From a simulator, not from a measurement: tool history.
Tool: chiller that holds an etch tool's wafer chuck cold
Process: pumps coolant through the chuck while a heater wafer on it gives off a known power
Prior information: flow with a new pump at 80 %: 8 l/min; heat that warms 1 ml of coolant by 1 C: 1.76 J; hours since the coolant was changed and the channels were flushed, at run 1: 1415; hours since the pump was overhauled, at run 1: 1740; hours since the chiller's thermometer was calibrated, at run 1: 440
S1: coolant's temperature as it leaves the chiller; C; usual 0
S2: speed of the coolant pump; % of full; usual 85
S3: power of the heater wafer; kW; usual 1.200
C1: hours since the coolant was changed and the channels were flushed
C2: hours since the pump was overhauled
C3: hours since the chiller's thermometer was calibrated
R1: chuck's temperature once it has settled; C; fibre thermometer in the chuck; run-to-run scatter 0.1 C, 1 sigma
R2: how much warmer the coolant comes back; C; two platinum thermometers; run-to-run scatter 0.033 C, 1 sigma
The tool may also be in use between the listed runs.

run 1 hour=0.0 | S1=0 S2=85 S3=1.200 | C1=1415 C2=1740 C3=440 | R1=9.6 R2=4.92
run 2 hour=65.5 | S1=0 S2=85 S3=1.200 | C1=1480 C2=1806 C3=506 | R1=9.6 R2=4.87
run 3 hour=157.6 | S1=0 S2=85 S3=1.200 | C1=1572 C2=1898 C3=598 | R1=9.6 R2=4.92
run 4 hour=271.5 | S1=0 S2=85 S3=1.200 | C1=1686 C2=2012 C3=712 | R1=9.7 R2=4.95
run 5 hour=387.0 | S1=0 S2=85 S3=1.200 | C1=1802 C2=2127 C3=827 | R1=9.6 R2=4.95
run 6 hour=457.2 | S1=0 S2=85 S3=1.200 | C1=1872 C2=2198 C3=898 | R1=9.6 R2=4.95
-- hour=469.9 coolant pump overhauled
run 7 hour=552.5 | S1=0 S2=85 S3=1.200 | C1=1962 C2=83 C3=988 | R1=9.7 R2=4.97
run 8 hour=668.9 | S1=0 S2=85 S3=1.200 | C1=2079 C2=199 C3=1104 | R1=9.6 R2=4.98
run 9 hour=718.7 | S1=0 S2=85 S3=1.200 | C1=2129 C2=249 C3=1154 | R1=9.7 R2=4.96
-- hour=786.7 coolant pump overhauled, once more
run 10 hour=800.7 | S1=0 S2=85 S3=1.200 | C1=2206 C2=14 C3=1231 | R1=9.5 R2=4.81
run 11 hour=886.5 | S1=0 S2=85 S3=1.200 | C1=2291 C2=100 C3=1317 | R1=9.4 R2=4.77
run 12 hour=981.7 | S1=-7 S2=85 S3=1.200 | C1=2387 C2=195 C3=1412 | R1=2.6 R2=4.71
run 13 hour=1090.7 | S1=-7 S2=67 S3=0.827 | C1=2496 C2=304 C3=1521 | R1=0.9 R2=4.23
run 14 hour=1162.7 | S1=-8 S2=85 S3=1.069 | C1=2568 C2=376 C3=1593 | R1=0.5 R2=4.27
run 15 hour=1239.6 | S1=8 S2=76 S3=0.793 | C1=2644 C2=453 C3=1670 | R1=14.8 R2=3.58
run 16 hour=1345.5 | S1=-1 S2=62 S3=1.566 | C1=2750 C2=559 C3=1776 | R1=15.0 R2=8.80
run 17 hour=1411.6 | S1=-1 S2=62 S3=1.566 | C1=2816 C2=625 C3=1842 | R1=15.1 R2=8.72
run 18 hour=1473.8 | S1=-1 S2=82 S3=0.752 | C1=2879 C2=687 C3=1904 | R1=4.8 R2=3.18
run 19 hour=1530.6 | S1=-1 S2=93 S3=0.752 | C1=2935 C2=744 C3=1961 | R1=4.2 R2=2.72
run 20 hour=1613.1 | S1=-1 S2=93 S3=0.752 | C1=3018 C2=826 C3=2043 | R1=4.5 R2=2.71

Run 21 has not been measured yet. What should we expect?
run 21 hour=1685.5 | S1=10 S2=73 S3=1.267 | C1=3090 C2=899 C3=2116 | R1=? R2=?

R1: 21.2 C
R2: 5.97 C
The same run, on a tool lacking any hidden state, would have yielded R1 20.7 C, R2 5.95 C.

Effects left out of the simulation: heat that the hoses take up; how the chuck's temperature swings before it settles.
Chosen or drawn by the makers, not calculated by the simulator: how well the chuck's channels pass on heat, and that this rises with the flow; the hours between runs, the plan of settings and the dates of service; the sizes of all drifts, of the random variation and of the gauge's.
